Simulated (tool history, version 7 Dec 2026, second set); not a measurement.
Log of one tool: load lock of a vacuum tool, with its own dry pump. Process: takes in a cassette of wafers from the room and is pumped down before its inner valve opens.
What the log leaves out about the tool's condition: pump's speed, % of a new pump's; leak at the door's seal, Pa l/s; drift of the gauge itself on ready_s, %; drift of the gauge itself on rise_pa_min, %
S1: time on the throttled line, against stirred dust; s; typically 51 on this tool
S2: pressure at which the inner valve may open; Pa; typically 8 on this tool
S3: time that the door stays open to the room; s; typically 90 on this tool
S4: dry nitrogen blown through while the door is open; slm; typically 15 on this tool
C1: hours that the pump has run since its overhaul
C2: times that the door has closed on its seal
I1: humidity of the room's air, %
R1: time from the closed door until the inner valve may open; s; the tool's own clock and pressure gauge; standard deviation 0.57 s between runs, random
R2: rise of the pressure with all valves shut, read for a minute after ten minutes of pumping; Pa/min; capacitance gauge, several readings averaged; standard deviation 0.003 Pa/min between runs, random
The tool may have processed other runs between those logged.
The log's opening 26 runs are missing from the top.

run    hour  S1  S2  S3  S4     C1     C2    I1     R1     R2
 27  5840.9  35   8  90  15  18812  38675  43.3  105.9  0.105
 28  6000.1  35   7  90  27  18972  39054  45.3  107.3  0.105
 29  6165.3  35   7  90  27  19137  39448  42.0  107.5  0.113
 30  6403.4  35   7  90  27  19375  40015  47.7  107.5  0.111
 31  6648.9  35   8  62   8  19620  40600  45.6  106.5  0.124
 32  6789.8  35   8  62   5  19761  40935  48.3  106.6  0.130
 33  6963.3  73   8  90  15  19935  41349  46.3  134.1  0.122
 34  7176.9  31  13  27  15  20148  41857  45.8  100.3  0.110
 35  7307.0  51  14  90  15  20278  42167  45.6  113.3  0.123

Below are 5 alternative next runs, each starting from the tool's condition after run 35. Predict each:
  A  7450.3  51  14   90  15  20422  42508  46.3   ?   ?
  B  7450.3  38   8  184   6  20422  42508  48.5   ?   ?
  C  7450.3  27  14  215   7  20422  42508  42.2   ?   ?
  D  7450.3  51  14   90  44  20422  42508  46.0   ?   ?
  E  7450.3  51   8   26  44  20422  42508  43.0   ?   ?

run     R1     R2
  A  112.7  0.132
  B  108.5  0.155
  C   96.4  0.152
  D  113.2  0.118
  E  118.2  0.103
Take away the tool's hidden state, keep each run's random variation, and the runs would have read:
run     R1     R2
  A  106.7  0.042
  B  101.3  0.065
  C   89.5  0.063
  D  107.1  0.027
  E  111.6  0.014
